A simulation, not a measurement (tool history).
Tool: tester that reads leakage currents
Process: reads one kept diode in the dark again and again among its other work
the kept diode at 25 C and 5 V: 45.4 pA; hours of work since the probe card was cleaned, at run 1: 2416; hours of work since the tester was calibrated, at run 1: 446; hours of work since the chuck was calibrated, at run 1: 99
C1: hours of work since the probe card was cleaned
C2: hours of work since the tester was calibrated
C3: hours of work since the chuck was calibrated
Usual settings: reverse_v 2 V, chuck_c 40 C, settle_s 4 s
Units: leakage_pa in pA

Run 1, hour 0: usual settings; C1 2416; C2 446; C3 99. Result: leakage_pa 90.03 pA.
Run 2, hour 76: usual settings; C1 2457; C2 487; C3 140. Result: leakage_pa 89.65 pA.
Run 3, hour 154: usual settings but settle_s 4.15 s; C1 2499; C2 529; C3 182. Result: leakage_pa 90.7 pA.
Run 4, hour 267: usual settings but settle_s 4.15 s; C1 2560; C2 590; C3 243. Result: leakage_pa 90.09 pA.
Run 5, hour 325.2: usual settings but settle_s 4.15 s; C1 2591; C2 621; C3 274. Result: leakage_pa 90.23 pA.
Run 6, hour 410.5: usual settings but settle_s 4.15 s; C1 2637; C2 667; C3 320. Result: leakage_pa 90.91 pA.
Run 7, hour 506.9: usual settings but settle_s 4.15 s; C1 2689; C2 719; C3 372. Result: leakage_pa 91.31 pA.
Run 8, hour 601: usual settings but settle_s 4.15 s; C1 2740; C2 770; C3 423. Result: leakage_pa 91.31 pA.
Run 9, hour 701.8: usual settings but settle_s 0.78 s; C1 2794; C2 824; C3 477. Result: leakage_pa 92.58 pA.
Run 10, hour 832.3: usual settings; C1 2864; C2 894; C3 547. Result: leakage_pa 91.92 pA.
Run 11, hour 890: usual settings; C1 2895; C2 925; C3 578. Result: leakage_pa 91.95 pA.
Run 12, hour 984: usual settings but reverse_v 1.82 V; C1 2946; C2 976; C3 629. Result: leakage_pa 87.03 pA.
Run 13, hour 1073.8: usual settings but reverse_v 1.82 V; C1 2994; C2 1024; C3 677. Result: leakage_pa 87.13 pA.
Run 14, hour 1183: usual settings but reverse_v 1.82 V; C1 3053; C2 1083; C3 736. Result: leakage_pa 87.76 pA.
At hour 1194.2: tester calibrated.
Run 15, hour 1273.3: usual settings but reverse_v 1.82 V; C1 3100; C2 43; C3 784. Result: leakage_pa 87.63 pA.
Run 16, hour 1388.7: usual settings; C1 3163; C2 105; C3 846. Result: leakage_pa 93.75 pA.
Run 17, hour 1454.5: usual settings; C1 3198; C2 140; C3 881. Result: leakage_pa 93.65 pA.
Run 18, hour 1536.7: usual settings; C1 3242; C2 184; C3 926. Result: leakage_pa 93.99 pA.
Run 19, hour 1616: usual settings; C1 3285; C2 227; C3 968. Result: leakage_pa 93.88 pA.
Run 20, hour 1728.4: usual settings; C1 3346; C2 288; C3 1029. Result: leakage_pa 93.95 pA.
At hour 1743: tester calibrated, once more.
Run 21, hour 1817.4: usual settings but reverse_v 3.83 V, settle_s 7.57 s; C1 3392; C2 40; C3 1076. Result: leakage_pa 135.18 pA.
Run 22, hour 1938.7: usual settings but reverse_v 10.6 V, chuck_c 45 C; C1 3458; C2 105; C3 1141. Result: leakage_pa 357.34 pA.
Run 23, hour 2049: usual settings but reverse_v 10.6 V, chuck_c 45 C; C1 3517; C2 165; C3 1200. Result: leakage_pa 356.5 pA.
Run 24, hour 2165.7: usual settings but reverse_v 2.72 V, chuck_c 50 C, settle_s 0.41 s; C1 3580; C2 228; C3 1263. Result: leakage_pa 233.52 pA.
Run 25, hour 2247.3: usual settings but reverse_v 6.51 V, chuck_c 49 C, settle_s 0.61 s; C1 3624; C2 272; C3 1307. Result: leakage_pa 361.2 pA.
Run 26, hour 2374.9: usual settings but reverse_v 3.19 V, chuck_c 59 C, settle_s 0.37 s; C1 3692; C2 340; C3 1376. Result: leakage_pa 475.49 pA.
Run 27, hour 2453.2: usual settings but settle_s 2.68 s; C1 3735; C2 382; C3 1418. Result: leakage_pa 94.8 pA.
Run 28, hour 2578.1: usual settings but reverse_v 3.15 V, settle_s 0.46 s; C1 3802; C2 450; C3 1485. Result: leakage_pa 126.38 pA.
At hour 2709.8: probe card cleaned and baked.
Run 29, hour 2710.9: usual settings but chuck_c 22 C, settle_s 4.06 s; C1 1; C2 520; C3 1555. Result: leakage_pa 22.38 pA.
Run 30, hour 2808.2: usual settings but settle_s 1 s; C1 53; C2 572; C3 1607. Result: leakage_pa 94.95 pA.
Run 31, hour 2875.8: usual settings but reverse_v 12.99 V, chuck_c 35 C, settle_s 2.22 s; C1 89; C2 608; C3 1644. Result: leakage_pa 190.79 pA.
Run 32, hour 3008.6: usual settings but reverse_v 17.33 V, chuck_c 35 C, settle_s 1.31 s; C1 161; C2 680; C3 1715. Result: leakage_pa 229.33 pA.
Run 33, hour 3065.5: usual settings but settle_s 1.56 s; C1 192; C2 710; C3 1746. Result: leakage_pa 94.41 pA.
Run 34, hour 3170.6: usual settings but settle_s 1.56 s; C1 248; C2 767; C3 1803. Result: leakage_pa 94.91 pA.
Run 35, hour 3261.5: usual settings but reverse_v 2.72 V, chuck_c 23 C, settle_s 1.97 s; C1 297; C2 816; C3 1852. Result: leakage_pa 29.65 pA.
Run 36, hour 3335.5: usual settings but reverse_v 1.99 V, chuck_c 39 C; C1 337; C2 856; C3 1891. Result: leakage_pa 87.9 pA.
Run 37, hour 3436.1: usual settings but reverse_v 1.99 V, chuck_c 46 C; C1 391; C2 910; C3 1946. Result: leakage_pa 147.68 pA.
Run 38, hour 3507.7: usual settings but reverse_v 4.06 V, chuck_c 23 C, settle_s 5.04 s; C1 430; C2 949; C3 1984. Result: leakage_pa 37.59 pA.
At hour 3577.9: chuck's temperature calibrated.
Run 39, hour 3641.4: usual settings but reverse_v 2.87 V, chuck_c 30 C, settle_s 2.42 s; C1 501; C2 1019; C3 34. Result: leakage_pa 51.34 pA.

3 ways to go on from here, each from the tool as it stands after run 39. What would each give?
Run A, hour 3724: usual settings but reverse_v 8.63 V, chuck_c 25 C, settle_s 2.7 s; C1 545; C2 1064; C3 79. Result: leakage_pa ?.
Run B, hour 3724: usual settings but reverse_v 10.8 V, chuck_c 26 C, settle_s 5.01 s; C1 545; C2 1064; C3 79. Result: leakage_pa ?.
Run C, hour 3724: usual settings but chuck_c 35 C; C1 545; C2 1064; C3 79. Result: leakage_pa ?.

run  leakage_pa
  A       65.46
  B       80.09
  C       61.44
Without the tool's hidden state the same runs would have given:
run  leakage_pa
  A       63.72
  B       77.94
  C       60.48
